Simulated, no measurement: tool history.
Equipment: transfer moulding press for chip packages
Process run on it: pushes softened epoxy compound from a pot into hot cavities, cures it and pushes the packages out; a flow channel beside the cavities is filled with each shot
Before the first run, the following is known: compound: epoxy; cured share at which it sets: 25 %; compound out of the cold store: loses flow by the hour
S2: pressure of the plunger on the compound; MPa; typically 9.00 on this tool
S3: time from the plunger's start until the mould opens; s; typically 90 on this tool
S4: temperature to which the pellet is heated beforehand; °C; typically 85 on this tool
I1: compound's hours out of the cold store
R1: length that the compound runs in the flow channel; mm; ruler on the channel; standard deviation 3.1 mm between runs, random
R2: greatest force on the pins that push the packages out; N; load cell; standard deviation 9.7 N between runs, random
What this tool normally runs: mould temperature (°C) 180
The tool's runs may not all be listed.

Run 1, hour 0.0: usual settings; I1 25.3. Result: R1 522 mm, R2 718 N.
At hour 52.7: cavities cleaned with cleaning compound and waxed.
Run 2, hour 66.6: usual settings; I1 31.7. Result: R1 500 mm, R2 624 N.
At hour 93.5: plunger's sealing rings changed.
Run 3, hour 117.2: usual settings but S3 111 s; I1 19.3. Result: R1 571 mm, R2 812 N.
At hour 125.2: cavities cleaned with cleaning compound and waxed.
Run 4, hour 155.6: usual settings but S3 111 s; I1 27.1. Result: R1 540 mm, R2 706 N.
At hour 198.0: cavities cleaned with cleaning compound and waxed.
Run 5, hour 239.7: usual settings but S3 111 s; I1 21.0. Result: R1 562 mm, R2 743 N.
At hour 251.2: mould's thermocouples calibrated.
At hour 273.8: cavities cleaned with cleaning compound and waxed.
Run 6, hour 281.6: usual settings but S3 111 s, S4 92 °C; I1 31.8. Result: R1 517 mm, R2 509 N.
At hour 346.9: cavities cleaned with cleaning compound and waxed.
Run 7, hour 368.2: usual settings but S3 111 s, S4 92 °C; I1 21.3. Result: R1 550 mm, R2 618 N.
At hour 417.0: cavities cleaned with cleaning compound and waxed.
Run 8, hour 421.0: usual settings but S3 111 s, S4 92 °C; I1 35.7. Result: R1 489 mm, R2 461 N.
Run 9, hour 463.3: usual settings but S3 111 s, S4 92 °C; I1 30.3. Result: R1 506 mm, R2 806 N.
At hour 487.7: cavities cleaned with cleaning compound and waxed.
At hour 521.3: plunger's sealing rings changed.
Run 10, hour 526.5: usual settings but S3 111 s, S4 92 °C; I1 31.1. Result: R1 522 mm, R2 744 N.
At hour 561.4: cavities cleaned with cleaning compound and waxed.
Run 11, hour 583.4: usual settings but mould temperature (°C) 172, S3 111 s, S4 92 °C; I1 44.5. Result: R1 498 mm, R2 760 N.
At hour 631.1: cavities cleaned with cleaning compound and waxed.
Run 12, hour 664.4: usual settings but mould temperature (°C) 172, S3 111 s, S4 92 °C; I1 9.3. Result: R1 639 mm, R2 844 N.
At hour 704.6: cavities cleaned with cleaning compound and waxed.
At hour 721.6: mould's thermocouples calibrated.
Run 13, hour 727.3: usual settings but mould temperature (°C) 172, S3 111 s, S4 92 °C; I1 34.9. Result: R1 527 mm, R2 698 N.
At hour 778.0: cavities cleaned with cleaning compound and waxed.
Run 14, hour 795.5: usual settings but S2 8.66 MPa, S3 111 s, S4 92 °C; I1 31.9. Result: R1 498 mm, R2 606 N.
At hour 851.8: cavities cleaned with cleaning compound and waxed.
Run 15, hour 857.8: usual settings but S2 9.75 MPa, S3 78 s, S4 95 °C; I1 28.8. Result: R1 533 mm, R2 590 N.
Run 16, hour 918.9: usual settings but S2 9.75 MPa, S3 78 s, S4 95 °C; I1 11.4. Result: R1 596 mm, R2 1032 N.
At hour 925.8: cavities cleaned with cleaning compound and waxed.
At hour 950.5: plunger's sealing rings changed.
Run 17, hour 972.3: usual settings but mould temperature (°C) 182, S2 7.18 MPa, S3 123 s, S4 84 °C; I1 17.7. Result: R1 519 mm, R2 749 N.
At hour 1002.3: cavities cleaned with cleaning compound and waxed.
Run 18, hour 1053.2: usual settings but mould temperature (°C) 176, S2 7.35 MPa, S3 72 s, S4 80 °C; I1 36.4. Result: R1 466 mm, R2 1407 N.
At hour 1071.6: cavities cleaned with cleaning compound and waxed.
Run 19, hour 1115.3: usual settings but mould temperature (°C) 184, S2 8.47 MPa; I1 30.2. Result: R1 498 mm, R2 787 N.
At hour 1144.2: cavities cleaned with cleaning compound and waxed.
Run 20, hour 1155.2: usual settings but S2 8.27 MPa, S3 78 s; I1 41.7. Result: R1 461 mm, R2 643 N.
At hour 1187.6: mould's thermocouples calibrated.
At hour 1217.8: cavities cleaned with cleaning compound and waxed.
Run 21, hour 1234.1: usual settings but mould temperature (°C) 173, S2 8.27 MPa, S3 78 s, S4 90 °C; I1 41.8. Result: R1 468 mm, R2 1143 N.
At hour 1288.3: cavities cleaned with cleaning compound and waxed.
Run 22, hour 1315.1: usual settings but mould temperature (°C) 173, S2 8.27 MPa, S3 78 s, S4 90 °C; I1 28.5. Result: R1 508 mm, R2 1385 N.
At hour 1360.3: cavities cleaned with cleaning compound and waxed.
At hour 1379.7: plunger's sealing rings changed.
Run 23, hour 1397.3: usual settings but mould temperature (°C) 173, S2 8.27 MPa, S3 78 s, S4 90 °C; I1 11.5. Result: R1 607 mm, R2 1545 N.
At hour 1434.4: cavities cleaned with cleaning compound and waxed.
Run 24, hour 1435.8: usual settings but mould temperature (°C) 173, S2 8.27 MPa, S3 78 s, S4 90 °C; I1 29.4. Result: R1 531 mm, R2 858 N.
At hour 1507.9: cavities cleaned with cleaning compound and waxed.
Run 25, hour 1509.1: usual settings but S3 92 s; I1 13.2. Result: R1 586 mm, R2 484 N.
Run 26, hour 1552.1: usual settings but mould temperature (°C) 184, S2 10.50 MPa, S3 78 s, S4 89 °C; I1 37.5. Result: R1 522 mm, R2 811 N.

What if the next run were any one of these 4? Each begins from the tool's condition after run 26:
At hour 1577.8: cavities cleaned with cleaning compound and waxed.
Run A, hour 1604.9: usual settings but mould temperature (°C) 181, S2 10.50 MPa, S3 104 s, S4 89 °C; I1 29.2. Result: R1 ?, R2 ?.
At hour 1577.8: cavities cleaned with cleaning compound and waxed.
Run B, hour 1604.9: usual settings but mould temperature (°C) 184, S2 9.93 MPa, S3 78 s, S4 89 °C; I1 16.9. Result: R1 ?, R2 ?.
At hour 1577.8: cavities cleaned with cleaning compound and waxed.
Run C, hour 1604.9: usual settings but mould temperature (°C) 176; I1 24.6. Result: R1 ?, R2 ?.
At hour 1577.8: cavities cleaned with cleaning compound and waxed.
Run D, hour 1604.9: usual settings but mould temperature (°C) 187, S2 7.60 MPa, S3 78 s, S4 82 °C; I1 44.4. Result: R1 ?, R2 ?.

run   R1   R2
  A  560  642
  B  585  739
  C  548  796
  D  418  683
Without the tool's hidden state the same runs would have given:
run   R1   R2
  A  581  393
  B  606  458
  C  569  500
  D  433  418

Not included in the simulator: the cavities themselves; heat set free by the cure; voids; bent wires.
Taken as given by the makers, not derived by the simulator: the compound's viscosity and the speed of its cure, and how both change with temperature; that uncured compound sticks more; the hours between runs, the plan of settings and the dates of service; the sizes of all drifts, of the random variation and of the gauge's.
